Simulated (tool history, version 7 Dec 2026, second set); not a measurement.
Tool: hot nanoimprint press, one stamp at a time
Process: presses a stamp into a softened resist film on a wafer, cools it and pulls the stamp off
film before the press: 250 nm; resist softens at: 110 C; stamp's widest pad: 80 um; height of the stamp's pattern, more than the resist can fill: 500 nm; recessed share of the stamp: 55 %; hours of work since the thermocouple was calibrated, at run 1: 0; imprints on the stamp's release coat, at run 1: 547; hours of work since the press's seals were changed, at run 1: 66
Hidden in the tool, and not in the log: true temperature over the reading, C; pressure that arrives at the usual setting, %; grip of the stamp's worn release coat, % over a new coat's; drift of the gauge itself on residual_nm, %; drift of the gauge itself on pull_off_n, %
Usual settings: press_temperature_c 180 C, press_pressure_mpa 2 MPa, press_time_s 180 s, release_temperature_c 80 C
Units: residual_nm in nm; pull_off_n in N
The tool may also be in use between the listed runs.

| run | hour | press_temperature_c | press_pressure_mpa | press_time_s | release_temperature_c | hours of work since the thermocouple was calibrated | imprints on the stamp's release coat | hours of work since the press's seals were changed | residual_nm | pull_off_n |
|---|---|---|---|---|---|---|---|---|---|---|
| 1 | 0 | 180 | 2 | 180 | 80 | 0 | 547 | 66 | 126.6 | 151 |
| 2 | 49.1 | 180 | 2 | 180 | 80 | 21 | 617 | 87 | 126.5 | 148 |
| 3 | 115.1 | 180 | 2 | 180 | 80 | 49 | 711 | 115 | 126.1 | 155 |
| 4 | 158.1 | 180 | 2 | 180 | 80 | 67 | 772 | 133 | 126.6 | 158 |
|  | 193.9 | stamp cleaned and given a new release coat |
| 5 | 202.1 | 180 | 1.36 | 180 | 80 | 83 | 12 | 149 | 144 | 126 |
| 6 | 267.1 | 180 | 1.36 | 180 | 80 | 110 | 105 | 176 | 143.4 | 128 |
| 7 | 331.2 | 180 | 2 | 180 | 80 | 137 | 196 | 203 | 125.3 | 135 |
| 8 | 360.9 | 180 | 2 | 99 | 80 | 150 | 238 | 216 | 153.7 | 131 |
| 9 | 425.1 | 180 | 2 | 99 | 80 | 177 | 330 | 243 | 153 | 139 |
| 10 | 483.3 | 180 | 2 | 180 | 80 | 202 | 413 | 267 | 124.7 | 141 |
| 11 | 529.9 | 180 | 2 | 92 | 80 | 221 | 479 | 287 | 156.6 | 145 |
| 12 | 571.2 | 180 | 2 | 142 | 80 | 239 | 538 | 305 | 135.5 | 144 |
| 13 | 598 | 180 | 2 | 142 | 80 | 250 | 576 | 316 | 136 | 145 |
| 14 | 636.9 | 180 | 2 | 180 | 83 | 266 | 631 | 332 | 124.5 | 146 |
| 15 | 675 | 180 | 2 | 180 | 83 | 282 | 686 | 348 | 124.2 | 149 |
| 16 | 708.3 | 180 | 2 | 114 | 83 | 296 | 733 | 362 | 145.5 | 150 |
| 17 | 753.7 | 180 | 2 | 114 | 83 | 316 | 797 | 382 | 144.9 | 155 |
|  | 772.4 | stamp cleaned and given a new release coat |
| 18 | 795.6 | 180 | 2 | 114 | 83 | 331 | 33 | 397 | 145.4 | 123 |
| 19 | 826.8 | 180 | 2.1 | 102 | 80 | 344 | 77 | 410 | 148.2 | 127 |
| 20 | 879 | 191 | 3.06 | 180 | 80 | 366 | 151 | 432 | 74.2 | 129 |
| 21 | 933.8 | 191 | 3.06 | 180 | 80 | 389 | 229 | 455 | 74.3 | 131 |
| 22 | 969.9 | 191 | 2.56 | 180 | 65 | 404 | 281 | 470 | 79.9 | 150 |
| 23 | 1002.6 | 191 | 1.94 | 191 | 65 | 418 | 327 | 484 | 87.7 | 151 |
| 24 | 1055.3 | 190 | 2.12 | 146 | 70 | 440 | 403 | 506 | 97.4 | 150 |
| 25 | 1109.5 | 181 | 1.57 | 101 | 76 | 463 | 480 | 529 | 157.2 | 144 |
|  | 1121 | press's hydraulic seals changed and the load cell set to zero |
| 26 | 1164.2 | 179 | 2.57 | 170 | 68 | 483 | 546 | 18 | 116.1 | 160 |
| 27 | 1210.1 | 180 | 1.54 | 287 | 80 | 502 | 612 | 38 | 111 | 147 |

The next listed run, before its measurement:
| 28 | 1252.6 | 180 | 1.37 | 175 | 80 | 520 | 672 | 56 | ? | ? |

Run 28 gave residual_nm 139.1 nm, pull_off_n 149 N.
Without the tool's hidden state the same run would have given residual_nm 146.4 nm, pull_off_n 124 N.
